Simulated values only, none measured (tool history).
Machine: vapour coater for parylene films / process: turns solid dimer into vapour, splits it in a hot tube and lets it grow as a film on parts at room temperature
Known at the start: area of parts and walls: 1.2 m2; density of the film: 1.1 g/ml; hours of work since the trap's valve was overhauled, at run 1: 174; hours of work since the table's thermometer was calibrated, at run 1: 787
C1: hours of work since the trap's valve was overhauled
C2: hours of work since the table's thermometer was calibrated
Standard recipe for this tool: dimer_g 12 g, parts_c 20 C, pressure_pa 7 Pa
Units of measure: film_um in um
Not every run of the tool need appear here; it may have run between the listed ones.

{"run": 1, "hour": 0.0, "dimer_g": 12, "parts_c": 20, "pressure_pa": 7, "C1": 174, "C2": 787, "film_um": 4.6}
{"run": 2, "hour": 28.7, "dimer_g": 7, "parts_c": 20, "pressure_pa": 7, "C1": 197, "C2": 811, "film_um": 2.7}
{"run": 3, "hour": 71.0, "dimer_g": 12, "parts_c": 20, "pressure_pa": 7, "C1": 231, "C2": 845, "film_um": 4.49}
{"hour": 96.5, "done": "trap's valve overhauled"}
{"run": 4, "hour": 101.0, "dimer_g": 12, "parts_c": 20, "pressure_pa": 7, "C1": 4, "C2": 866, "film_um": 4.42}
{"run": 5, "hour": 132.2, "dimer_g": 12, "parts_c": 20, "pressure_pa": 3.63, "C1": 29, "C2": 891, "film_um": 4.67}
{"run": 6, "hour": 165.4, "dimer_g": 12, "parts_c": 20, "pressure_pa": 7, "C1": 56, "C2": 918, "film_um": 4.36}
{"run": 7, "hour": 196.8, "dimer_g": 12, "parts_c": 20, "pressure_pa": 4.81, "C1": 82, "C2": 944, "film_um": 4.52}
{"run": 8, "hour": 237.9, "dimer_g": 12, "parts_c": 20, "pressure_pa": 9.69, "C1": 115, "C2": 977, "film_um": 4.2}
{"run": 9, "hour": 282.2, "dimer_g": 12, "parts_c": 20, "pressure_pa": 7, "C1": 151, "C2": 1013, "film_um": 4.28}
{"hour": 325.3, "done": "trap's valve overhauled, once more"}
{"run": 10, "hour": 326.1, "dimer_g": 12, "parts_c": 20, "pressure_pa": 7, "C1": 1, "C2": 1046, "film_um": 4.9}
{"run": 11, "hour": 361.4, "dimer_g": 12, "parts_c": 20, "pressure_pa": 7, "C1": 29, "C2": 1074, "film_um": 4.91}
{"run": 12, "hour": 392.1, "dimer_g": 12, "parts_c": 20, "pressure_pa": 7, "C1": 54, "C2": 1099, "film_um": 4.89}
{"run": 13, "hour": 419.6, "dimer_g": 12, "parts_c": 20, "pressure_pa": 7, "C1": 77, "C2": 1122, "film_um": 4.79}
{"run": 14, "hour": 464.2, "dimer_g": 12, "parts_c": 20, "pressure_pa": 7, "C1": 113, "C2": 1158, "film_um": 4.8}
{"run": 15, "hour": 501.6, "dimer_g": 12, "parts_c": 20, "pressure_pa": 7, "C1": 143, "C2": 1188, "film_um": 4.74}
{"run": 16, "hour": 527.5, "dimer_g": 12, "parts_c": 20, "pressure_pa": 2.98, "C1": 164, "C2": 1209, "film_um": 5.07}
{"run": 17, "hour": 551.9, "dimer_g": 19, "parts_c": 20, "pressure_pa": 2.98, "C1": 184, "C2": 1229, "film_um": 7.97}
{"run": 18, "hour": 580.4, "dimer_g": 17, "parts_c": 20, "pressure_pa": 7, "C1": 207, "C2": 1252, "film_um": 6.66}
{"run": 19, "hour": 605.8, "dimer_g": 17, "parts_c": 20, "pressure_pa": 7, "C1": 228, "C2": 1273, "film_um": 6.55}
{"run": 20, "hour": 629.6, "dimer_g": 17, "parts_c": 20, "pressure_pa": 7, "C1": 247, "C2": 1292, "film_um": 6.51}
{"hour": 636.5, "done": "trap's valve overhauled"}
{"run": 21, "hour": 673.8, "dimer_g": 6, "parts_c": 20, "pressure_pa": 7, "C1": 30, "C2": 1325, "film_um": 2.49}
{"run": 22, "hour": 704.0, "dimer_g": 6, "parts_c": 20, "pressure_pa": 7, "C1": 55, "C2": 1349, "film_um": 2.46}
{"hour": 711.5, "done": "table's thermometer calibrated"}
{"run": 23, "hour": 728.6, "dimer_g": 12, "parts_c": 20, "pressure_pa": 3.95, "C1": 74, "C2": 14, "film_um": 4.97}
{"run": 24, "hour": 759.4, "dimer_g": 12, "parts_c": 20, "pressure_pa": 3.95, "C1": 99, "C2": 39, "film_um": 4.92}
{"run": 25, "hour": 781.7, "dimer_g": 12, "parts_c": 20, "pressure_pa": 3.95, "C1": 117, "C2": 57, "film_um": 4.82}
{"run": 26, "hour": 816.6, "dimer_g": 12, "parts_c": 20, "pressure_pa": 3.95, "C1": 145, "C2": 85, "film_um": 4.82}
{"run": 27, "hour": 837.2, "dimer_g": 6, "parts_c": 29, "pressure_pa": 6.09, "C1": 162, "C2": 102, "film_um": 1.69}
{"run": 28, "hour": 862.1, "dimer_g": 10, "parts_c": 14, "pressure_pa": 7, "C1": 182, "C2": 122, "film_um": 4.62}
{"run": 29, "hour": 885.1, "dimer_g": 12, "parts_c": 20, "pressure_pa": 10.55, "C1": 201, "C2": 141, "film_um": 4.29}
{"run": 30, "hour": 914.6, "dimer_g": 21, "parts_c": 21, "pressure_pa": 2.08, "C1": 225, "C2": 165, "film_um": 8.45}
{"run": 31, "hour": 940.5, "dimer_g": 21, "parts_c": 15, "pressure_pa": 5.55, "C1": 246, "C2": 186, "film_um": 9.42}
{"hour": 948.4, "done": "trap's valve overhauled"}
{"run": 32, "hour": 973.9, "dimer_g": 19, "parts_c": 26, "pressure_pa": 6.33, "C1": 21, "C2": 210, "film_um": 6.26}
{"run": 33, "hour": 1017.3, "dimer_g": 10, "parts_c": 31, "pressure_pa": 7, "C1": 56, "C2": 245, "film_um": 2.71}
{"run": 34, "hour": 1059.0, "dimer_g": 21, "parts_c": 20, "pressure_pa": 7, "C1": 90, "C2": 279, "film_um": 8.29}
{"run": 35, "hour": 1078.5, "dimer_g": 17, "parts_c": 21, "pressure_pa": 3.6, "C1": 106, "C2": 295, "film_um": 6.78}
{"run": 36, "hour": 1122.7, "dimer_g": 8, "parts_c": 27, "pressure_pa": 7, "C1": 142, "C2": 331, "film_um": 2.48}
{"run": 37, "hour": 1152.8, "dimer_g": 8, "parts_c": 27, "pressure_pa": 7, "C1": 166, "C2": 355, "film_um": 2.4}
{"run": 38, "hour": 1192.9, "dimer_g": 12, "parts_c": 18, "pressure_pa": 7, "C1": 199, "C2": 388, "film_um": 4.86}
{"run": 39, "hour": 1235.6, "dimer_g": 13, "parts_c": 19, "pressure_pa": 8.82, "C1": 233, "C2": 422, "film_um": 4.9}
{"hour": 1259.9, "done": "trap's valve overhauled"}
{"run": 40, "hour": 1268.1, "dimer_g": 13, "parts_c": 19, "pressure_pa": 11.64, "C1": 7, "C2": 446, "film_um": 5.22}
{"run": 41, "hour": 1306.2, "dimer_g": 7, "parts_c": 19, "pressure_pa": 6.06, "C1": 38, "C2": 477, "film_um": 2.95}
{"run": 42, "hour": 1334.7, "dimer_g": 9, "parts_c": 30, "pressure_pa": 6.06, "C1": 61, "C2": 500, "film_um": 2.59}
{"run": 43, "hour": 1372.4, "dimer_g": 9, "parts_c": 30, "pressure_pa": 6.06, "C1": 91, "C2": 530, "film_um": 2.56}
{"run": 44, "hour": 1413.2, "dimer_g": 5, "parts_c": 30, "pressure_pa": 8.54, "C1": 125, "C2": 563, "film_um": 1.39}
{"run": 45, "hour": 1440.4, "dimer_g": 12, "parts_c": 18, "pressure_pa": 7, "C1": 147, "C2": 586, "film_um": 4.97}
{"run": 46, "hour": 1476.5, "dimer_g": 8, "parts_c": 18, "pressure_pa": 8.34, "C1": 176, "C2": 615, "film_um": 3.25}

Each row is a separate what-if for the run after 46, all from the same tool condition, not one after another. Results?
{"run": "A", "hour": 1500.6, "dimer_g": 12, "parts_c": 30, "pressure_pa": 8.34, "C1": 196, "C2": 634, "film_um": "?"}
{"run": "B", "hour": 1500.6, "dimer_g": 8, "parts_c": 18, "pressure_pa": 5.71, "C1": 196, "C2": 634, "film_um": "?"}
{"run": "C", "hour": 1500.6, "dimer_g": 7, "parts_c": 30, "pressure_pa": 2.18, "C1": 196, "C2": 634, "film_um": "?"}
{"run": "D", "hour": 1500.6, "dimer_g": 7, "parts_c": 12, "pressure_pa": 6.65, "C1": 196, "C2": 634, "film_um": "?"}
{"run": "E", "hour": 1500.6, "dimer_g": 12, "parts_c": 20, "pressure_pa": 2.35, "C1": 196, "C2": 634, "film_um": "?"}

run=A film_um=3.2
run=B film_um=3.35
run=C film_um=2.13
run=D film_um=3.51
run=E film_um=5.07
With the hidden condition removed and each run's random variation left untouched, the same runs would have given:
run=A film_um=3.36
run=B film_um=3.52
run=C film_um=2.24
run=D film_um=3.69
run=E film_um=5.33
